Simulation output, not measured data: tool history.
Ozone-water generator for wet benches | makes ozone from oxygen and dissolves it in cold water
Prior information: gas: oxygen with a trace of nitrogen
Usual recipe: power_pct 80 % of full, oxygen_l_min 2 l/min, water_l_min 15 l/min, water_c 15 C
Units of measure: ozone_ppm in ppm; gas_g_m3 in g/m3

run	hour	power_pct	oxygen_l_min	water_l_min	water_c	ozone_ppm	gas_g_m3
1	0	80	2	15	15	14.7	216.6
2	69.8	80	2	15	15	14.6	219.2
3	121.5	80	2	15	15	14.5	221.2
4	197	80	2	15	15	14.9	219.3
5	256.5	80	2	15	15	14.6	220.1
6	339.6	80	2	15	15	14.9	219.5
7	404.5	80	2	15	15	14.6	219.1
8	487.7	80	2	15	15	14.7	219.8
9	526.3	80	2	15	11	15	218
10	586.4	80	3.1	15	15	14.9	161.7
11	651.7	80	3.1	15	15	14.9	162.6
12	719.6	80	2	9	15	23.8	216.8
13	800.6	80	2	15	15	14.5	217.5
14	838.6	80	2	15	15	14.9	218.1
15	905.5	80	2	15	15	14.6	219.2
16	990.4	80	2	15	13	15.1	218.3
17	1044.6	80	2	15	10	15.3	220.1
18	1115.3	55	2	12	11	15.7	177.1
19	1159.2	55	2	12	11	15.4	177.6
20	1199.4	44	2.73	10	13	15.7	126.5
# hour 1248.1: contactor cleaned
21	1277.3	94	1.94	10	13	24.8	245.7
22	1331.6	94	1.94	10	13	24.5	245.2
23	1406.6	80	2	11	16	20.1	217.9
24	1470	80	2	19	12	11.5	218.4
25	1531.2	80	2	15	17	14.6	217.3
26	1588.3	42	1.8	15	15	10.1	164.7
27	1628.8	60	2	15	15	12.5	183.4
28	1687	60	1.3	21	21	7.8	250.1
29	1771.9	80	2.4	19	15	11.5	194
30	1813.6	80	2.4	19	15	11.6	192
31	1884.2	63	2.4	9	15	20.7	171.9
32	1947.6	63	1.17	15	15	12	271.8
33	2034.5	63	1.17	15	15	12.2	276.5
34	2120.2	80	2	20	23	10.1	219.8

3 options for the next run, each taken on its own from the tool as it stands now. Forecast them:
A	2197.8	79	1.96	20	23	?	?
B	2197.8	80	2.2	15	15	?	?
C	2197.8	46	2	15	14	?	?

run	ozone_ppm	gas_g_m3
A	9.9	220
B	14.6	205.9
C	11	159.4
With no hidden state in the tool, these same runs would have given:
run	ozone_ppm	gas_g_m3
A	9.9	220.4
B	14.6	206.2
C	11	159.6
